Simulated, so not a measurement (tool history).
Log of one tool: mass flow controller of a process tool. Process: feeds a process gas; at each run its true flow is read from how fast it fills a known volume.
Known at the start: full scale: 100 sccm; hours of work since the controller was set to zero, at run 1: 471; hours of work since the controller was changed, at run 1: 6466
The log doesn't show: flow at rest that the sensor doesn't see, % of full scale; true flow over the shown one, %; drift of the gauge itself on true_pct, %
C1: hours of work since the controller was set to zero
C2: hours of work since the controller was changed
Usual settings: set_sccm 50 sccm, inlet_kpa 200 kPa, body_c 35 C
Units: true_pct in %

{"run": 1, "hour": 0.0, "set_sccm": 50, "inlet_kpa": 200, "body_c": 35, "C1": 471, "C2": 6466, "true_pct": 100.28}
{"run": 2, "hour": 219.5, "set_sccm": 50, "inlet_kpa": 200, "body_c": 35, "C1": 570, "C2": 6566, "true_pct": 100.34}
{"run": 3, "hour": 491.5, "set_sccm": 14, "inlet_kpa": 200, "body_c": 35, "C1": 693, "C2": 6689, "true_pct": 101.26}
{"run": 4, "hour": 986.6, "set_sccm": 14, "inlet_kpa": 200, "body_c": 35, "C1": 917, "C2": 6912, "true_pct": 101.54}
{"run": 5, "hour": 1214.1, "set_sccm": 50, "inlet_kpa": 200, "body_c": 35, "C1": 1020, "C2": 7015, "true_pct": 100.55}
{"run": 6, "hour": 1695.7, "set_sccm": 11, "inlet_kpa": 200, "body_c": 35, "C1": 1237, "C2": 7233, "true_pct": 102.45}
{"run": 7, "hour": 2082.3, "set_sccm": 11, "inlet_kpa": 200, "body_c": 35, "C1": 1412, "C2": 7408, "true_pct": 102.73}
{"run": 8, "hour": 2560.0, "set_sccm": 11, "inlet_kpa": 200, "body_c": 35, "C1": 1628, "C2": 7624, "true_pct": 103.04}
{"run": 9, "hour": 2817.0, "set_sccm": 12, "inlet_kpa": 200, "body_c": 28, "C1": 1744, "C2": 7740, "true_pct": 103.46}
{"hour": 2861.9, "done": "controller's zero set anew"}
{"run": 10, "hour": 3316.3, "set_sccm": 20, "inlet_kpa": 224, "body_c": 21, "C1": 205, "C2": 7966, "true_pct": 103.76}
{"run": 11, "hour": 3603.0, "set_sccm": 28, "inlet_kpa": 263, "body_c": 20, "C1": 335, "C2": 8095, "true_pct": 103.04}
{"run": 12, "hour": 3816.5, "set_sccm": 72, "inlet_kpa": 165, "body_c": 35, "C1": 432, "C2": 8192, "true_pct": 101.34}
{"run": 13, "hour": 4066.9, "set_sccm": 72, "inlet_kpa": 162, "body_c": 36, "C1": 545, "C2": 8305, "true_pct": 101.24}

5 ways to go on from here, each from the tool as it stands after run 13. What would each give?
{"hour": 4253.2, "done": "controller's zero set anew, once more"}
{"run": "A", "hour": 4325.7, "set_sccm": 24, "inlet_kpa": 162, "body_c": 23, "C1": 33, "C2": 8422, "true_pct": "?"}
{"hour": 4253.2, "done": "controller's zero set anew, once more"}
{"run": "B", "hour": 4325.7, "set_sccm": 16, "inlet_kpa": 200, "body_c": 21, "C1": 33, "C2": 8422, "true_pct": "?"}
{"hour": 4253.2, "done": "controller's zero set anew, once more"}
{"run": "C", "hour": 4325.7, "set_sccm": 50, "inlet_kpa": 143, "body_c": 30, "C1": 33, "C2": 8422, "true_pct": "?"}
{"hour": 4253.2, "done": "controller's zero set anew, once more"}
{"run": "D", "hour": 4325.7, "set_sccm": 50, "inlet_kpa": 186, "body_c": 35, "C1": 33, "C2": 8422, "true_pct": "?"}
{"hour": 4253.2, "done": "controller's zero set anew, once more"}
{"run": "E", "hour": 4325.7, "set_sccm": 72, "inlet_kpa": 178, "body_c": 36, "C1": 33, "C2": 8422, "true_pct": "?"}

run=A true_pct=101.37
run=B true_pct=101.46
run=C true_pct=100.86
run=D true_pct=100.40
run=E true_pct=100.42
Without the tool's hidden state the same runs would have given:
run=A true_pct=100.08
run=B true_pct=100.10
run=C true_pct=99.64
run=D true_pct=99.18
run=E true_pct=99.23
